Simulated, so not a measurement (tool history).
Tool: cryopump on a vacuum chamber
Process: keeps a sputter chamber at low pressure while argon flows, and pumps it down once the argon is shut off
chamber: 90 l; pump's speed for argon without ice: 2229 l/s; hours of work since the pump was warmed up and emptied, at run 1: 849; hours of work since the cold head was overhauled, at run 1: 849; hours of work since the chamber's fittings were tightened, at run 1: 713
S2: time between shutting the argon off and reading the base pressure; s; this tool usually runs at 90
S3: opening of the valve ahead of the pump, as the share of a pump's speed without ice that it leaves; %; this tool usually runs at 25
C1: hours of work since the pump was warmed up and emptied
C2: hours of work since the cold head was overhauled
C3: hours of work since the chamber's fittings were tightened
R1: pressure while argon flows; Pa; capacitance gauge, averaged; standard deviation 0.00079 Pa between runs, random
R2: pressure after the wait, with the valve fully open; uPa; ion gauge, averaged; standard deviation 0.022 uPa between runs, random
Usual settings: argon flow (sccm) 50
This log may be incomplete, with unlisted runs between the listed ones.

Run 1, day 0: usual settings; C1 849; C2 849; C3 713. Result: R1 0.1595 Pa, R2 0.71 uPa.
Run 2, day 0.938: usual settings but S2 137 s; C1 866; C2 866; C3 730. Result: R1 0.1606 Pa, R2 0.57 uPa.
Run 3, day 2.362: usual settings but S2 137 s; C1 891; C2 891; C3 755. Result: R1 0.1606 Pa, R2 0.56 uPa.
Run 4, day 3.162: usual settings but S2 137 s; C1 905; C2 905; C3 769. Result: R1 0.1611 Pa, R2 0.58 uPa.
Run 5, day 4.938: usual settings but S2 137 s; C1 937; C2 937; C3 801. Result: R1 0.1625 Pa, R2 0.63 uPa.
Run 6, day 5.683: usual settings but S2 33 s; C1 950; C2 950; C3 814. Result: R1 0.1639 Pa, R2 1.52 uPa.
Run 7, day 6.8: usual settings but S3 23 %; C1 970; C2 970; C3 834. Result: R1 0.1767 Pa, R2 0.75 uPa.
Run 8, day 8.092: usual settings; C1 992; C2 992; C3 857. Result: R1 0.1614 Pa, R2 0.76 uPa.
Run 9, day 9.483: usual settings but argon flow (sccm) 55, S2 24 s, S3 24 %; C1 1017; C2 1017; C3 881. Result: R1 0.1874 Pa, R2 1.88 uPa.
Run 10, day 10.388: usual settings but argon flow (sccm) 75, S2 155 s, S3 21 %; C1 1033; C2 1033; C3 897. Result: R1 0.286 Pa, R2 0.55 uPa.
Run 11, day 11.933: usual settings but S2 226 s, S3 23 %; C1 1060; C2 1060; C3 925. Result: R1 0.1756 Pa, R2 0.52 uPa.

What does the tool deliver on the next run?
Run 12, day 13.15: usual settings but argon flow (sccm) 43, S2 69 s, S3 20 %; C1 1082; C2 1082; C3 946. Result: R1 ?, R2 ?.

Run 12 gave R1 0.1741 Pa, R2 0.9 uPa.
The same run, on a tool lacking any hidden state, would have yielded R1 0.1638 Pa, R2 0.69 uPa.
